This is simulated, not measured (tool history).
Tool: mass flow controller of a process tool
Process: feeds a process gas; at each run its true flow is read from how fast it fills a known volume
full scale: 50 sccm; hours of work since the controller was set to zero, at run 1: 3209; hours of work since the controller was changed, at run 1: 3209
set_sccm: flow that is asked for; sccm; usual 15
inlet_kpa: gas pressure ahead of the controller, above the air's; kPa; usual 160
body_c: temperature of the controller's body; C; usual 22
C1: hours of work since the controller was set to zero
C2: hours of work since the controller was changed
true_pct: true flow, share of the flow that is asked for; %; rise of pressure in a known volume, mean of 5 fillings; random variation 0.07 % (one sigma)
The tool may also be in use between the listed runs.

run 1 hour=0 | set_sccm=15 inlet_kpa=160 body_c=22 | C1=3209 C2=3209 | true_pct=98.61
run 2 hour=165.8 | set_sccm=15 inlet_kpa=160 body_c=22 | C1=3292 C2=3292 | true_pct=98.67
run 3 hour=335.6 | set_sccm=7 inlet_kpa=160 body_c=22 | C1=3377 C2=3377 | true_pct=98.36
run 4 hour=423.9 | set_sccm=15 inlet_kpa=160 body_c=22 | C1=3421 C2=3421 | true_pct=98.58
run 5 hour=574.5 | set_sccm=15 inlet_kpa=160 body_c=29 | C1=3497 C2=3497 | true_pct=98.46
run 6 hour=709.6 | set_sccm=15 inlet_kpa=160 body_c=22 | C1=3565 C2=3565 | true_pct=98.67
run 7 hour=804.3 | set_sccm=15 inlet_kpa=160 body_c=22 | C1=3612 C2=3612 | true_pct=98.72
run 8 hour=971.8 | set_sccm=15 inlet_kpa=160 body_c=22 | C1=3696 C2=3696 | true_pct=98.84
run 9 hour=1116.5 | set_sccm=15 inlet_kpa=158 body_c=22 | C1=3769 C2=3769 | true_pct=98.68
run 10 hour=1291.2 | set_sccm=15 inlet_kpa=158 body_c=22 | C1=3856 C2=3856 | true_pct=98.79
run 11 hour=1408.3 | set_sccm=15 inlet_kpa=158 body_c=22 | C1=3915 C2=3915 | true_pct=98.81
run 12 hour=1496.7 | set_sccm=15 inlet_kpa=160 body_c=30 | C1=3959 C2=3959 | true_pct=98.64
run 13 hour=1654.5 | set_sccm=24 inlet_kpa=245 body_c=29 | C1=4038 C2=4038 | true_pct=98.86
run 14 hour=1814.8 | set_sccm=9 inlet_kpa=160 body_c=31 | C1=4119 C2=4119 | true_pct=98.53
run 15 hour=1950.7 | set_sccm=15 inlet_kpa=161 body_c=22 | C1=4187 C2=4187 | true_pct=98.86
run 16 hour=2132.9 | set_sccm=12 inlet_kpa=250 body_c=40 | C1=4278 C2=4278 | true_pct=97.96
run 17 hour=2323.2 | set_sccm=12 inlet_kpa=250 body_c=40 | C1=4373 C2=4373 | true_pct=98.19
run 18 hour=2437.4 | set_sccm=6 inlet_kpa=241 body_c=37 | C1=4431 C2=4431 | true_pct=97.85

5 ways to go on from here, each from the tool as it stands after run 18. What would each give?
run A hour=2626.8 | set_sccm=7 inlet_kpa=170 body_c=23 | C1=4526 C2=4526 | true_pct=?
run B hour=2626.8 | set_sccm=12 inlet_kpa=173 body_c=37 | C1=4526 C2=4526 | true_pct=?
run C hour=2626.8 | set_sccm=34 inlet_kpa=238 body_c=22 | C1=4526 C2=4526 | true_pct=?
run D hour=2626.8 | set_sccm=16 inlet_kpa=160 body_c=22 | C1=4526 C2=4526 | true_pct=?
run E hour=2626.8 | set_sccm=19 inlet_kpa=241 body_c=37 | C1=4526 C2=4526 | true_pct=?

run=A true_pct=98.49
run=B true_pct=98.45
run=C true_pct=99.81
run=D true_pct=98.97
run=E true_pct=98.57
Without the tool's hidden state the same runs would have given:
run=A true_pct=98.04
run=B true_pct=97.99
run=C true_pct=99.33
run=D true_pct=98.51
run=E true_pct=98.11
